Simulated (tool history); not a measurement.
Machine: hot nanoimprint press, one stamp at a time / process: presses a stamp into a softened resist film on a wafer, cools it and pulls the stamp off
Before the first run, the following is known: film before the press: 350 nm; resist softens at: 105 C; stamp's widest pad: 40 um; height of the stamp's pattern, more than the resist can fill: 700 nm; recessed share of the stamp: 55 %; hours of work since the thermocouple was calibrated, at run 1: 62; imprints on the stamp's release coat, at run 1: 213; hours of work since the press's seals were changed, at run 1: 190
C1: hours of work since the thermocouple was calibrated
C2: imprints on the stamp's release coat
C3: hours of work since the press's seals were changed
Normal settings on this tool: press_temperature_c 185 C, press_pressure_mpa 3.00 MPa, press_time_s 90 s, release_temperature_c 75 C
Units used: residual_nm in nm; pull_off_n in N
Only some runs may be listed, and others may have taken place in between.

{"run": 1, "hour": 0.0, "press_temperature_c": 185, "press_pressure_mpa": 3.0, "press_time_s": 90, "release_temperature_c": 75, "C1": 62, "C2": 213, "C3": 190, "residual_nm": 209.8, "pull_off_n": 173}
{"run": 2, "hour": 18.7, "press_temperature_c": 185, "press_pressure_mpa": 3.0, "press_time_s": 90, "release_temperature_c": 75, "C1": 71, "C2": 283, "C3": 199, "residual_nm": 210.0, "pull_off_n": 183}
{"run": 3, "hour": 37.4, "press_temperature_c": 185, "press_pressure_mpa": 3.0, "press_time_s": 90, "release_temperature_c": 75, "C1": 80, "C2": 352, "C3": 207, "residual_nm": 210.1, "pull_off_n": 182}
{"run": 4, "hour": 46.2, "press_temperature_c": 185, "press_pressure_mpa": 3.0, "press_time_s": 90, "release_temperature_c": 75, "C1": 84, "C2": 385, "C3": 212, "residual_nm": 209.9, "pull_off_n": 184}
{"run": 5, "hour": 59.2, "press_temperature_c": 185, "press_pressure_mpa": 3.0, "press_time_s": 90, "release_temperature_c": 75, "C1": 90, "C2": 433, "C3": 218, "residual_nm": 210.9, "pull_off_n": 187}
{"run": 6, "hour": 70.7, "press_temperature_c": 185, "press_pressure_mpa": 2.17, "press_time_s": 90, "release_temperature_c": 75, "C1": 96, "C2": 476, "C3": 223, "residual_nm": 237.4, "pull_off_n": 187}
{"run": 7, "hour": 81.3, "press_temperature_c": 185, "press_pressure_mpa": 2.17, "press_time_s": 90, "release_temperature_c": 75, "C1": 101, "C2": 515, "C3": 228, "residual_nm": 236.8, "pull_off_n": 186}
{"run": 8, "hour": 92.8, "press_temperature_c": 185, "press_pressure_mpa": 2.17, "press_time_s": 90, "release_temperature_c": 75, "C1": 106, "C2": 558, "C3": 234, "residual_nm": 237.9, "pull_off_n": 191}
{"run": 9, "hour": 105.2, "press_temperature_c": 185, "press_pressure_mpa": 3.0, "press_time_s": 90, "release_temperature_c": 75, "C1": 112, "C2": 604, "C3": 239, "residual_nm": 210.8, "pull_off_n": 187}
{"run": 10, "hour": 123.6, "press_temperature_c": 185, "press_pressure_mpa": 3.0, "press_time_s": 90, "release_temperature_c": 75, "C1": 121, "C2": 672, "C3": 248, "residual_nm": 212.3, "pull_off_n": 200}
{"run": 11, "hour": 132.6, "press_temperature_c": 185, "press_pressure_mpa": 3.0, "press_time_s": 90, "release_temperature_c": 75, "C1": 125, "C2": 706, "C3": 252, "residual_nm": 212.2, "pull_off_n": 206}
{"run": 12, "hour": 141.5, "press_temperature_c": 185, "press_pressure_mpa": 3.0, "press_time_s": 90, "release_temperature_c": 75, "C1": 129, "C2": 739, "C3": 257, "residual_nm": 210.9, "pull_off_n": 202}
{"run": 13, "hour": 153.7, "press_temperature_c": 185, "press_pressure_mpa": 3.0, "press_time_s": 90, "release_temperature_c": 65, "C1": 135, "C2": 784, "C3": 262, "residual_nm": 211.2, "pull_off_n": 256}
{"run": 14, "hour": 173.4, "press_temperature_c": 185, "press_pressure_mpa": 3.0, "press_time_s": 90, "release_temperature_c": 65, "C1": 144, "C2": 857, "C3": 272, "residual_nm": 211.6, "pull_off_n": 256}
{"run": 15, "hour": 185.2, "press_temperature_c": 185, "press_pressure_mpa": 2.12, "press_time_s": 90, "release_temperature_c": 65, "C1": 150, "C2": 901, "C3": 277, "residual_nm": 239.3, "pull_off_n": 274}
{"run": 16, "hour": 204.9, "press_temperature_c": 193, "press_pressure_mpa": 3.0, "press_time_s": 90, "release_temperature_c": 65, "C1": 159, "C2": 974, "C3": 287, "residual_nm": 153.2, "pull_off_n": 268}
{"run": 17, "hour": 218.4, "press_temperature_c": 193, "press_pressure_mpa": 3.0, "press_time_s": 90, "release_temperature_c": 65, "C1": 166, "C2": 1024, "C3": 293, "residual_nm": 155.3, "pull_off_n": 272}
{"run": 18, "hour": 226.4, "press_temperature_c": 185, "press_pressure_mpa": 3.0, "press_time_s": 177, "release_temperature_c": 75, "C1": 169, "C2": 1054, "C3": 297, "residual_nm": 170.2, "pull_off_n": 210}
{"run": 19, "hour": 235.8, "press_temperature_c": 185, "press_pressure_mpa": 3.0, "press_time_s": 48, "release_temperature_c": 78, "C1": 174, "C2": 1089, "C3": 301, "residual_nm": 251.2, "pull_off_n": 197}
{"run": 20, "hour": 247.8, "press_temperature_c": 185, "press_pressure_mpa": 3.57, "press_time_s": 90, "release_temperature_c": 75, "C1": 180, "C2": 1133, "C3": 307, "residual_nm": 198.2, "pull_off_n": 223}
{"run": 21, "hour": 256.2, "press_temperature_c": 190, "press_pressure_mpa": 2.57, "press_time_s": 68, "release_temperature_c": 75, "C1": 184, "C2": 1165, "C3": 311, "residual_nm": 205.0, "pull_off_n": 228}
{"run": 22, "hour": 264.2, "press_temperature_c": 190, "press_pressure_mpa": 2.57, "press_time_s": 160, "release_temperature_c": 75, "C1": 187, "C2": 1195, "C3": 315, "residual_nm": 152.4, "pull_off_n": 223}
{"run": 23, "hour": 273.6, "press_temperature_c": 190, "press_pressure_mpa": 2.04, "press_time_s": 160, "release_temperature_c": 62, "C1": 192, "C2": 1229, "C3": 319, "residual_nm": 171.4, "pull_off_n": 299}
{"run": 24, "hour": 286.6, "press_temperature_c": 192, "press_pressure_mpa": 3.0, "press_time_s": 90, "release_temperature_c": 64, "C1": 198, "C2": 1278, "C3": 325, "residual_nm": 161.3, "pull_off_n": 286}
{"run": 25, "hour": 295.9, "press_temperature_c": 181, "press_pressure_mpa": 2.26, "press_time_s": 150, "release_temperature_c": 76, "C1": 202, "C2": 1312, "C3": 330, "residual_nm": 236.4, "pull_off_n": 222}
{"run": 26, "hour": 312.9, "press_temperature_c": 181, "press_pressure_mpa": 2.43, "press_time_s": 146, "release_temperature_c": 76, "C1": 210, "C2": 1375, "C3": 338, "residual_nm": 231.6, "pull_off_n": 229}
{"run": 27, "hour": 330.5, "press_temperature_c": 197, "press_pressure_mpa": 4.36, "press_time_s": 151, "release_temperature_c": 74, "C1": 219, "C2": 1441, "C3": 346, "residual_nm": 88.1, "pull_off_n": 242}
{"run": 28, "hour": 345.3, "press_temperature_c": 185, "press_pressure_mpa": 3.0, "press_time_s": 123, "release_temperature_c": 75, "C1": 226, "C2": 1496, "C3": 353, "residual_nm": 193.9, "pull_off_n": 238}
{"run": 29, "hour": 354.8, "press_temperature_c": 185, "press_pressure_mpa": 3.0, "press_time_s": 123, "release_temperature_c": 75, "C1": 230, "C2": 1531, "C3": 357, "residual_nm": 193.3, "pull_off_n": 233}
{"run": 30, "hour": 366.4, "press_temperature_c": 185, "press_pressure_mpa": 3.0, "press_time_s": 123, "release_temperature_c": 75, "C1": 236, "C2": 1574, "C3": 363, "residual_nm": 193.2, "pull_off_n": 246}

Subtracting, for every run, the result it would have given without the tool's unlogged condition from the measured result gives the following. The same run-to-run variation enters both numbers; the gauge's scatter may not:
Unlogged tool condition in this case: true temperature over the reading, C; pressure that arrives at the usual setting, %; grip of the stamp's worn release coat, % over a new coat's; drift of the gauge itself on residual_nm, %; drift of the gauge itself on pull_off_n, %.
run=1 residual_nm=+1.2 pull_off_n=+10
run=2 residual_nm=+1.4 pull_off_n=+14
run=3 residual_nm=+1.7 pull_off_n=+16
run=4 residual_nm=+1.7 pull_off_n=+18
run=5 residual_nm=+1.8 pull_off_n=+20
run=6 residual_nm=+1.7 pull_off_n=+23
run=7 residual_nm=+1.7 pull_off_n=+24
run=8 residual_nm=+1.9 pull_off_n=+27
run=9 residual_nm=+2.3 pull_off_n=+28
run=10 residual_nm=+2.5 pull_off_n=+32
run=11 residual_nm=+2.6 pull_off_n=+35
run=12 residual_nm=+2.7 pull_off_n=+36
run=13 residual_nm=+2.8 pull_off_n=+47
run=14 residual_nm=+3.0 pull_off_n=+51
run=15 residual_nm=+2.7 pull_off_n=+56
run=16 residual_nm=+2.7 pull_off_n=+59
run=17 residual_nm=+2.9 pull_off_n=+63
run=18 residual_nm=+3.4 pull_off_n=+50
run=19 residual_nm=+3.5 pull_off_n=+48
run=20 residual_nm=+4.0 pull_off_n=+56
run=21 residual_nm=+3.5 pull_off_n=+59
run=22 residual_nm=+3.2 pull_off_n=+58
run=23 residual_nm=+3.2 pull_off_n=+79
run=24 residual_nm=+3.6 pull_off_n=+79
run=25 residual_nm=+4.0 pull_off_n=+63
run=26 residual_nm=+4.2 pull_off_n=+67
run=27 residual_nm=+2.8 pull_off_n=+74
run=28 residual_nm=+4.8 pull_off_n=+75
run=29 residual_nm=+4.8 pull_off_n=+74
run=30 residual_nm=+5.0 pull_off_n=+80

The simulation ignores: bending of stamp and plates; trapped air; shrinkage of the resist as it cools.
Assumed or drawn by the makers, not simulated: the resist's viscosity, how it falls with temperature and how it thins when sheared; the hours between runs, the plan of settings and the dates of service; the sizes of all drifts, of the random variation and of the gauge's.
